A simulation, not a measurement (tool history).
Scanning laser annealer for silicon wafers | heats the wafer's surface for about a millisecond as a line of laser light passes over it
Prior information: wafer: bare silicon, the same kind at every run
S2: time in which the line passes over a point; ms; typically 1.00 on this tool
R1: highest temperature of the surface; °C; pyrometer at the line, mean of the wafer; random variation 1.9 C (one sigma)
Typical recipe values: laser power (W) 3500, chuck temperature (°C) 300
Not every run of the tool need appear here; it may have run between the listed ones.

{"run": 1, "day": 0.0, "laser power (W)": 3500, "S2": 1.0, "chuck temperature (°C)": 300, "R1": 1097}
{"run": 2, "day": 1.85, "laser power (W)": 3500, "S2": 1.0, "chuck temperature (°C)": 300, "R1": 1096}
{"run": 3, "day": 2.8, "laser power (W)": 3500, "S2": 1.0, "chuck temperature (°C)": 300, "R1": 1091}
{"run": 4, "day": 4.421, "laser power (W)": 3500, "S2": 1.0, "chuck temperature (°C)": 300, "R1": 1088}
{"day": 4.946, "done": "window over the wafer cleaned"}
{"run": 5, "day": 6.325, "laser power (W)": 3500, "S2": 1.0, "chuck temperature (°C)": 300, "R1": 1136}
{"run": 6, "day": 7.596, "laser power (W)": 3500, "S2": 1.0, "chuck temperature (°C)": 300, "R1": 1128}
{"run": 7, "day": 8.588, "laser power (W)": 3686, "S2": 1.0, "chuck temperature (°C)": 300, "R1": 1182}
{"run": 8, "day": 9.838, "laser power (W)": 3686, "S2": 1.0, "chuck temperature (°C)": 300, "R1": 1181}
{"run": 9, "day": 10.971, "laser power (W)": 3019, "S2": 1.0, "chuck temperature (°C)": 300, "R1": 983}
{"run": 10, "day": 12.342, "laser power (W)": 3019, "S2": 1.0, "chuck temperature (°C)": 300, "R1": 979}
{"run": 11, "day": 14.262, "laser power (W)": 3019, "S2": 1.0, "chuck temperature (°C)": 300, "R1": 972}
{"run": 12, "day": 15.392, "laser power (W)": 3019, "S2": 1.0, "chuck temperature (°C)": 300, "R1": 973}
{"run": 13, "day": 17.071, "laser power (W)": 3019, "S2": 1.0, "chuck temperature (°C)": 321, "R1": 991}
{"day": 17.329, "done": "laser's power meter calibrated"}
{"run": 14, "day": 19.146, "laser power (W)": 3019, "S2": 1.0, "chuck temperature (°C)": 321, "R1": 985}
{"run": 15, "day": 20.817, "laser power (W)": 3019, "S2": 1.0, "chuck temperature (°C)": 321, "R1": 983}
{"run": 16, "day": 22.717, "laser power (W)": 3197, "S2": 1.0, "chuck temperature (°C)": 300, "R1": 1009}
{"run": 17, "day": 24.0, "laser power (W)": 3500, "S2": 0.99, "chuck temperature (°C)": 300, "R1": 1087}
{"day": 24.579, "done": "laser's power meter calibrated, once more"}
{"run": 18, "day": 25.817, "laser power (W)": 3500, "S2": 0.99, "chuck temperature (°C)": 300, "R1": 1087}
{"run": 19, "day": 27.383, "laser power (W)": 3500, "S2": 1.0, "chuck temperature (°C)": 300, "R1": 1085}
{"run": 20, "day": 28.521, "laser power (W)": 3500, "S2": 1.0, "chuck temperature (°C)": 300, "R1": 1082}
{"run": 21, "day": 30.325, "laser power (W)": 3500, "S2": 1.0, "chuck temperature (°C)": 297, "R1": 1077}
{"day": 31.279, "done": "window over the wafer cleaned"}
{"run": 22, "day": 31.85, "laser power (W)": 3500, "S2": 1.0, "chuck temperature (°C)": 297, "R1": 1127}
{"run": 23, "day": 32.871, "laser power (W)": 3556, "S2": 1.0, "chuck temperature (°C)": 302, "R1": 1144}
{"run": 24, "day": 34.15, "laser power (W)": 3556, "S2": 1.0, "chuck temperature (°C)": 302, "R1": 1140}
{"run": 25, "day": 35.154, "laser power (W)": 3497, "S2": 1.02, "chuck temperature (°C)": 278, "R1": 1107}
{"run": 26, "day": 36.238, "laser power (W)": 3500, "S2": 1.0, "chuck temperature (°C)": 315, "R1": 1131}
{"run": 27, "day": 37.929, "laser power (W)": 3276, "S2": 0.8, "chuck temperature (°C)": 318, "R1": 988}
{"run": 28, "day": 39.871, "laser power (W)": 3140, "S2": 1.0, "chuck temperature (°C)": 300, "R1": 1007}
{"run": 29, "day": 41.479, "laser power (W)": 3066, "S2": 1.1, "chuck temperature (°C)": 265, "R1": 980}
{"run": 30, "day": 42.588, "laser power (W)": 3155, "S2": 1.0, "chuck temperature (°C)": 323, "R1": 1030}
{"run": 31, "day": 44.088, "laser power (W)": 3794, "S2": 1.13, "chuck temperature (°C)": 276, "R1": 1215}
{"run": 32, "day": 45.604, "laser power (W)": 3774, "S2": 1.13, "chuck temperature (°C)": 290, "R1": 1223}
{"run": 33, "day": 47.129, "laser power (W)": 3683, "S2": 1.0, "chuck temperature (°C)": 321, "R1": 1170}
{"run": 34, "day": 48.854, "laser power (W)": 2994, "S2": 0.91, "chuck temperature (°C)": 287, "R1": 909}
{"run": 35, "day": 50.767, "laser power (W)": 2999, "S2": 0.74, "chuck temperature (°C)": 337, "R1": 896}
{"run": 36, "day": 52.675, "laser power (W)": 2999, "S2": 0.74, "chuck temperature (°C)": 337, "R1": 891}
{"run": 37, "day": 53.942, "laser power (W)": 2999, "S2": 0.74, "chuck temperature (°C)": 337, "R1": 890}
{"run": 38, "day": 54.829, "laser power (W)": 3262, "S2": 0.99, "chuck temperature (°C)": 324, "R1": 1031}
{"run": 39, "day": 55.992, "laser power (W)": 3262, "S2": 0.99, "chuck temperature (°C)": 324, "R1": 1031}
{"run": 40, "day": 56.942, "laser power (W)": 3262, "S2": 0.99, "chuck temperature (°C)": 324, "R1": 1027}

Some steps in R1, run to run, broken into two amounts with sign: the step expected even without the hidden condition (settings, incoming material, random variation), and the rest, left for the hidden condition together with whatever gauge scatter is not in both the measured and the hidden-condition-free result:
The tool's hidden condition here consists of: light that passes the window, % of a clean one's; laser's true power over the reading, %; width of the line over the set one, %; drift of the gauge itself on peak_c, C.
Run 4 -> 5: window over the wafer cleaned. R1 +48 °C: hidden state +43, all else +5.
Run 8 -> 9: laser power (W) 3686 -> 3019. R1 -198 °C: hidden state +3, all else -201.
Run 21 -> 22: window over the wafer cleaned. R1 +50 °C: hidden state +47, all else +3.
Run 30 -> 31: laser power (W) 3155 -> 3794, S2 1.00 -> 1.13, chuck temperature (°C) 323 -> 276. R1 +185 °C: hidden state -17, all else +202.
Run 33 -> 34: laser power (W) 3683 -> 2994, S2 1.00 -> 0.91, chuck temperature (°C) 321 -> 287. R1 -261 °C: hidden state +11, all else -272.
